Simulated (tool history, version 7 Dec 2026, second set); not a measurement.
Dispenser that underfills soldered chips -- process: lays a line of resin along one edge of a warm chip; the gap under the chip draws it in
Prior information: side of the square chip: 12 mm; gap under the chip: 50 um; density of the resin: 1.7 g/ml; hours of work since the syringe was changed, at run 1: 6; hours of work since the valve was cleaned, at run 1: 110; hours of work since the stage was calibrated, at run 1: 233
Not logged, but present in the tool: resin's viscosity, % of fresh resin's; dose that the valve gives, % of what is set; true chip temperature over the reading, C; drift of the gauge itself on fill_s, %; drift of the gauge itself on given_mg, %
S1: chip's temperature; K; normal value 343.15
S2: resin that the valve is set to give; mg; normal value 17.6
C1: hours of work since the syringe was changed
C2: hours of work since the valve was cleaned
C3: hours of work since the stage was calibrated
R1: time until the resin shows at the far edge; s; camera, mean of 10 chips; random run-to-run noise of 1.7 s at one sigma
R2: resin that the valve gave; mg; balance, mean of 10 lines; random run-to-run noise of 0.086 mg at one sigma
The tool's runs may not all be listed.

Run 1, hour 0: usual settings; C1 6; C2 110; C3 233. Result: R1 224.4 s, R2 16.03 mg.
Run 2, hour 4.2: usual settings; C1 9; C2 113; C3 236. Result: R1 271.6 s, R2 15.85 mg.
At hour 5.1: new syringe of resin.
Run 3, hour 9.7: usual settings but S2 20.9 mg; C1 3; C2 117; C3 239. Result: R1 184 s, R2 18.89 mg.
Run 4, hour 15.5: usual settings; C1 8; C2 121; C3 244. Result: R1 249.4 s, R2 15.77 mg.
At hour 17.4: new syringe of resin.
Run 5, hour 20.4: usual settings; C1 2; C2 124; C3 247. Result: R1 177.7 s, R2 15.95 mg.
Run 6, hour 27.9: usual settings but S1 334.15 K; C1 8; C2 130; C3 252. Result: R1 375.8 s, R2 15.82 mg.
At hour 30.4: new syringe of resin.
Run 7, hour 33: usual settings but S1 334.15 K; C1 2; C2 133; C3 256. Result: R1 266.2 s, R2 15.78 mg.
Run 8, hour 39.3: usual settings but S1 333.15 K; C1 6; C2 138; C3 260. Result: R1 373.6 s, R2 15.71 mg.
At hour 43: new syringe of resin.
Run 9, hour 47.3: usual settings; C1 3; C2 143; C3 266. Result: R1 185.4 s, R2 15.47 mg.
At hour 50.4: dispensing valve cleaned and set on the balance.
Run 10, hour 54.8: usual settings; C1 8; C2 3; C3 271. Result: R1 250.2 s, R2 17.74 mg.
At hour 56.5: new syringe of resin.
Run 11, hour 58.5: usual settings but S1 342.15 K; C1 1; C2 6; C3 273. Result: R1 169.7 s, R2 17.53 mg.
Run 12, hour 66.6: usual settings; C1 7; C2 11; C3 279. Result: R1 242.1 s, R2 17.27 mg.
At hour 68.8: new syringe of resin.
Run 13, hour 73.8: usual settings; C1 4; C2 16; C3 284. Result: R1 190.7 s, R2 17.27 mg.
Run 14, hour 79.6: usual settings; C1 8; C2 21; C3 288. Result: R1 243.9 s, R2 17.25 mg.
At hour 81.7: new syringe of resin.
Run 15, hour 87.6: usual settings; C1 4; C2 26; C3 294. Result: R1 197.5 s, R2 17.21 mg.
Run 16, hour 92.7: usual settings but S1 351.15 K; C1 8; C2 30; C3 297. Result: R1 175 s, R2 17.23 mg.
At hour 94.2: new syringe of resin.
Run 17, hour 101.1: usual settings; C1 5; C2 36; C3 303. Result: R1 202.7 s, R2 17.14 mg.

For run 18, what comes out?
Run 18, hour 104.6: usual settings but S1 349.15 K; C1 7; C2 38; C3 306. Result: R1 ?, R2 ?.

{"run 18": {"R1": 185.1, "R2": 17}}
Had the tool carried no hidden state, the very same run would have given R1 125.6 s, R2 17.55 mg.

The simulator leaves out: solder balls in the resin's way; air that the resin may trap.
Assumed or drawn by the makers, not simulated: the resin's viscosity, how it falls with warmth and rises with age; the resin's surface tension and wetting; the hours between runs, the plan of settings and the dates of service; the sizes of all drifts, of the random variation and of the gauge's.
